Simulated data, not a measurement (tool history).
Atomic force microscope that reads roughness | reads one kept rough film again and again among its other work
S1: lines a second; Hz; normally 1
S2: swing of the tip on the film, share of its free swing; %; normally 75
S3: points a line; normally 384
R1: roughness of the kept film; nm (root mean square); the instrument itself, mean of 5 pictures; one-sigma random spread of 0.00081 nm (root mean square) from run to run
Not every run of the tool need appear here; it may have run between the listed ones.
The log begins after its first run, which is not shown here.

{"run": 2, "hour": 7.8, "S1": 1, "S2": 75, "S3": 384, "R1": 0.7783}
{"run": 3, "hour": 24.6, "S1": 1, "S2": 75, "S3": 384, "R1": 0.7765}
{"run": 4, "hour": 41.6, "S1": 1, "S2": 75, "S3": 384, "R1": 0.7734}
{"hour": 43.8, "done": "new tip fitted"}
{"run": 5, "hour": 50.5, "S1": 1, "S2": 75, "S3": 384, "R1": 0.7794}
{"run": 6, "hour": 60.8, "S1": 1, "S2": 75, "S3": 384, "R1": 0.7774}
{"run": 7, "hour": 80.1, "S1": 1, "S2": 75, "S3": 384, "R1": 0.7751}
{"hour": 96.6, "done": "new tip fitted"}
{"run": 8, "hour": 96.9, "S1": 1.2, "S2": 75, "S3": 384, "R1": 0.774}
{"run": 9, "hour": 110.8, "S1": 1.54, "S2": 75, "S3": 384, "R1": 0.7659}
{"run": 10, "hour": 119.9, "S1": 1.54, "S2": 66, "S3": 384, "R1": 0.7803}
{"run": 11, "hour": 127.8, "S1": 1, "S2": 75, "S3": 384, "R1": 0.7771}
{"run": 12, "hour": 139.7, "S1": 1, "S2": 75, "S3": 384, "R1": 0.7742}
{"hour": 149.7, "done": "new tip fitted"}
{"run": 13, "hour": 150.4, "S1": 1, "S2": 75, "S3": 384, "R1": 0.7796}
{"run": 14, "hour": 168.0, "S1": 1, "S2": 72, "S3": 384, "R1": 0.7819}
{"run": 15, "hour": 176.2, "S1": 1, "S2": 72, "S3": 384, "R1": 0.7805}
{"run": 16, "hour": 195.4, "S1": 0.95, "S2": 75, "S3": 384, "R1": 0.7762}
{"hour": 203.4, "done": "new tip fitted"}
{"run": 17, "hour": 206.5, "S1": 0.95, "S2": 75, "S3": 384, "R1": 0.7799}
{"run": 18, "hour": 218.0, "S1": 0.95, "S2": 75, "S3": 384, "R1": 0.7796}
{"run": 19, "hour": 235.8, "S1": 1, "S2": 75, "S3": 384, "R1": 0.7768}

Run 20 has not been measured yet. What should we expect?
{"run": 20, "hour": 248.3, "S1": 2.34, "S2": 79, "S3": 575, "R1": "?"}

R1: 0.7337 nm (root mean square)
The same run, on a tool lacking any hidden state, would have yielded R1 0.7387 nm (root mean square).
